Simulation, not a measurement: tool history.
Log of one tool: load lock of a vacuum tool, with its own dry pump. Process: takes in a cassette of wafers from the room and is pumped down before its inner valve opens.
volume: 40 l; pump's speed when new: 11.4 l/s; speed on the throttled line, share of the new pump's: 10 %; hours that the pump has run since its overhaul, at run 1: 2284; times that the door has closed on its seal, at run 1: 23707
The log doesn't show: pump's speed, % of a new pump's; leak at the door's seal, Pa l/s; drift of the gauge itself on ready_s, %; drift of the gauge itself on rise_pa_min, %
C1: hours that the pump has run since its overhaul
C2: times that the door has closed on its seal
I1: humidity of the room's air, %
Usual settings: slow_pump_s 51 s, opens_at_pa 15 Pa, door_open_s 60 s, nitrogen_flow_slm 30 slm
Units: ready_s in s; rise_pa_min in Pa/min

{"run": 1, "day": 0.0, "slow_pump_s": 51, "opens_at_pa": 15, "door_open_s": 60, "nitrogen_flow_slm": 30, "C1": 2284, "C2": 23707, "I1": 44.4, "ready_s": 77.8, "rise_pa_min": 0.69}
{"run": 2, "day": 17.988, "slow_pump_s": 51, "opens_at_pa": 15, "door_open_s": 60, "nitrogen_flow_slm": 30, "C1": 2716, "C2": 25405, "I1": 46.8, "ready_s": 77.6, "rise_pa_min": 0.755}
{"day": 24.067, "done": "door's seal changed, seat wiped"}
{"run": 3, "day": 40.333, "slow_pump_s": 51, "opens_at_pa": 28, "door_open_s": 60, "nitrogen_flow_slm": 30, "C1": 3250, "C2": 1536, "I1": 43.6, "ready_s": 76.6, "rise_pa_min": 0.045}
{"run": 4, "day": 59.45, "slow_pump_s": 51, "opens_at_pa": 28, "door_open_s": 60, "nitrogen_flow_slm": 30, "C1": 3709, "C2": 3340, "I1": 42.3, "ready_s": 76.0, "rise_pa_min": 0.075}
{"run": 5, "day": 73.542, "slow_pump_s": 51, "opens_at_pa": 15, "door_open_s": 60, "nitrogen_flow_slm": 30, "C1": 4047, "C2": 4670, "I1": 44.5, "ready_s": 79.1, "rise_pa_min": 0.091}
{"run": 6, "day": 95.442, "slow_pump_s": 51, "opens_at_pa": 15, "door_open_s": 60, "nitrogen_flow_slm": 30, "C1": 4573, "C2": 6738, "I1": 43.3, "ready_s": 79.2, "rise_pa_min": 0.118}
{"run": 7, "day": 121.925, "slow_pump_s": 51, "opens_at_pa": 15, "door_open_s": 60, "nitrogen_flow_slm": 30, "C1": 5208, "C2": 9237, "I1": 46.1, "ready_s": 79.2, "rise_pa_min": 0.175}
{"run": 8, "day": 145.858, "slow_pump_s": 51, "opens_at_pa": 15, "door_open_s": 60, "nitrogen_flow_slm": 24, "C1": 5783, "C2": 11497, "I1": 44.2, "ready_s": 79.6, "rise_pa_min": 0.236}
{"run": 9, "day": 165.425, "slow_pump_s": 51, "opens_at_pa": 15, "door_open_s": 60, "nitrogen_flow_slm": 24, "C1": 6253, "C2": 13344, "I1": 47.6, "ready_s": 79.6, "rise_pa_min": 0.283}
{"run": 10, "day": 187.888, "slow_pump_s": 51, "opens_at_pa": 15, "door_open_s": 60, "nitrogen_flow_slm": 24, "C1": 6792, "C2": 15464, "I1": 44.6, "ready_s": 79.9, "rise_pa_min": 0.341}
{"run": 11, "day": 200.567, "slow_pump_s": 51, "opens_at_pa": 15, "door_open_s": 60, "nitrogen_flow_slm": 24, "C1": 7096, "C2": 16661, "I1": 43.5, "ready_s": 80.5, "rise_pa_min": 0.385}
{"run": 12, "day": 215.783, "slow_pump_s": 51, "opens_at_pa": 15, "door_open_s": 60, "nitrogen_flow_slm": 24, "C1": 7461, "C2": 18097, "I1": 45.6, "ready_s": 81.2, "rise_pa_min": 0.432}
{"run": 13, "day": 230.108, "slow_pump_s": 51, "opens_at_pa": 15, "door_open_s": 60, "nitrogen_flow_slm": 24, "C1": 7805, "C2": 19449, "I1": 45.2, "ready_s": 80.0, "rise_pa_min": 0.486}
{"run": 14, "day": 248.362, "slow_pump_s": 51, "opens_at_pa": 15, "door_open_s": 60, "nitrogen_flow_slm": 24, "C1": 8243, "C2": 21173, "I1": 43.3, "ready_s": 80.7, "rise_pa_min": 0.549}
{"run": 15, "day": 261.729, "slow_pump_s": 51, "opens_at_pa": 15, "door_open_s": 60, "nitrogen_flow_slm": 24, "C1": 8564, "C2": 22434, "I1": 49.0, "ready_s": 81.1, "rise_pa_min": 0.601}
{"run": 16, "day": 273.983, "slow_pump_s": 51, "opens_at_pa": 15, "door_open_s": 27, "nitrogen_flow_slm": 24, "C1": 8858, "C2": 23591, "I1": 48.3, "ready_s": 80.8, "rise_pa_min": 0.634}
{"run": 17, "day": 295.421, "slow_pump_s": 51, "opens_at_pa": 15, "door_open_s": 27, "nitrogen_flow_slm": 24, "C1": 9372, "C2": 25615, "I1": 44.2, "ready_s": 81.8, "rise_pa_min": 0.714}
{"day": 298.408, "done": "door's seal changed, seat wiped"}
{"day": 304.275, "done": "dry pump taken out, an overhauled one fitted"}
{"run": 18, "day": 319.083, "slow_pump_s": 51, "opens_at_pa": 19, "door_open_s": 60, "nitrogen_flow_slm": 30, "C1": 355, "C2": 1928, "I1": 41.8, "ready_s": 75.6, "rise_pa_min": 0.045}
{"run": 19, "day": 346.446, "slow_pump_s": 40, "opens_at_pa": 14, "door_open_s": 60, "nitrogen_flow_slm": 7, "C1": 1012, "C2": 4511, "I1": 43.2, "ready_s": 67.4, "rise_pa_min": 0.107}
{"run": 20, "day": 359.379, "slow_pump_s": 34, "opens_at_pa": 14, "door_open_s": 60, "nitrogen_flow_slm": 7, "C1": 1323, "C2": 5732, "I1": 46.2, "ready_s": 62.4, "rise_pa_min": 0.122}
{"run": 21, "day": 381.792, "slow_pump_s": 34, "opens_at_pa": 14, "door_open_s": 60, "nitrogen_flow_slm": 7, "C1": 1860, "C2": 7847, "I1": 46.9, "ready_s": 62.5, "rise_pa_min": 0.154}
{"run": 22, "day": 397.779, "slow_pump_s": 34, "opens_at_pa": 14, "door_open_s": 60, "nitrogen_flow_slm": 7, "C1": 2244, "C2": 9356, "I1": 43.8, "ready_s": 62.1, "rise_pa_min": 0.183}
{"run": 23, "day": 412.35, "slow_pump_s": 63, "opens_at_pa": 10, "door_open_s": 97, "nitrogen_flow_slm": 12, "C1": 2594, "C2": 10732, "I1": 45.1, "ready_s": 89.8, "rise_pa_min": 0.23}
{"run": 24, "day": 423.442, "slow_pump_s": 63, "opens_at_pa": 10, "door_open_s": 97, "nitrogen_flow_slm": 12, "C1": 2860, "C2": 11779, "I1": 44.5, "ready_s": 90.4, "rise_pa_min": 0.243}
{"run": 25, "day": 434.804, "slow_pump_s": 74, "opens_at_pa": 15, "door_open_s": 60, "nitrogen_flow_slm": 39, "C1": 3133, "C2": 12851, "I1": 47.2, "ready_s": 97.8, "rise_pa_min": 0.242}
{"run": 26, "day": 462.088, "slow_pump_s": 32, "opens_at_pa": 15, "door_open_s": 166, "nitrogen_flow_slm": 30, "C1": 3787, "C2": 15427, "I1": 47.2, "ready_s": 61.3, "rise_pa_min": 0.342}
{"run": 27, "day": 477.992, "slow_pump_s": 32, "opens_at_pa": 15, "door_open_s": 166, "nitrogen_flow_slm": 30, "C1": 4169, "C2": 16928, "I1": 46.4, "ready_s": 61.2, "rise_pa_min": 0.4}
{"run": 28, "day": 489.575, "slow_pump_s": 32, "opens_at_pa": 16, "door_open_s": 166, "nitrogen_flow_slm": 30, "C1": 4447, "C2": 18022, "I1": 46.6, "ready_s": 61.6, "rise_pa_min": 0.425}
{"run": 29, "day": 515.7, "slow_pump_s": 32, "opens_at_pa": 16, "door_open_s": 166, "nitrogen_flow_slm": 30, "C1": 5074, "C2": 20488, "I1": 45.4, "ready_s": 61.8, "rise_pa_min": 0.511}
{"run": 30, "day": 537.904, "slow_pump_s": 32, "opens_at_pa": 16, "door_open_s": 166, "nitrogen_flow_slm": 30, "C1": 5607, "C2": 22584, "I1": 42.3, "ready_s": 62.4, "rise_pa_min": 0.591}
{"run": 31, "day": 550.104, "slow_pump_s": 32, "opens_at_pa": 16, "door_open_s": 166, "nitrogen_flow_slm": 30, "C1": 5900, "C2": 23735, "I1": 43.9, "ready_s": 62.3, "rise_pa_min": 0.643}
{"day": 573.604, "done": "door's seal changed, seat wiped"}
{"run": 32, "day": 574.167, "slow_pump_s": 50, "opens_at_pa": 17, "door_open_s": 166, "nitrogen_flow_slm": 30, "C1": 6476, "C2": 53, "I1": 46.9, "ready_s": 77.9, "rise_pa_min": 0.066}
{"run": 33, "day": 599.771, "slow_pump_s": 51, "opens_at_pa": 19, "door_open_s": 112, "nitrogen_flow_slm": 30, "C1": 7090, "C2": 2470, "I1": 42.5, "ready_s": 78.6, "rise_pa_min": 0.071}
{"run": 34, "day": 612.8, "slow_pump_s": 51, "opens_at_pa": 23, "door_open_s": 112, "nitrogen_flow_slm": 30, "C1": 7403, "C2": 3699, "I1": 48.1, "ready_s": 78.2, "rise_pa_min": 0.098}
{"run": 35, "day": 639.342, "slow_pump_s": 51, "opens_at_pa": 23, "door_open_s": 112, "nitrogen_flow_slm": 30, "C1": 8040, "C2": 6205, "I1": 45.5, "ready_s": 79.2, "rise_pa_min": 0.128}
{"run": 36, "day": 659.662, "slow_pump_s": 51, "opens_at_pa": 23, "door_open_s": 112, "nitrogen_flow_slm": 30, "C1": 8528, "C2": 8123, "I1": 40.6, "ready_s": 79.1, "rise_pa_min": 0.16}

Some steps in ready_s between neighbouring runs. How much of each would the tool show without its hidden state too (settings, what came in, random variation), and how much is left for the hidden state, with any gauge scatter that isn't in both results?
Run 16 -> 17: no setting changed, nothing entered. ready_s +1.0 s: hidden state +0.4, all else +0.6.
Run 17 -> 18: opens_at_pa 15 -> 19, door_open_s 27 -> 60, nitrogen_flow_slm 24 -> 30, door's seal changed, seat wiped, dry pump taken out, an overhauled one fitted. ready_s -6.2 s: hidden state -5.0, all else -1.2.
Run 22 -> 23: slow_pump_s 34 -> 63, opens_at_pa 14 -> 10, door_open_s 60 -> 97, nitrogen_flow_slm 7 -> 12. ready_s +27.7 s: hidden state +0.1, all else +27.6.
Run 25 -> 26: slow_pump_s 74 -> 32, door_open_s 60 -> 166, nitrogen_flow_slm 39 -> 30. ready_s -36.5 s: hidden state +0.6, all else -37.1.
Run 31 -> 32: slow_pump_s 32 -> 50, opens_at_pa 16 -> 17, door's seal changed, seat wiped. ready_s +15.6 s: hidden state +0.1, all else +15.5.
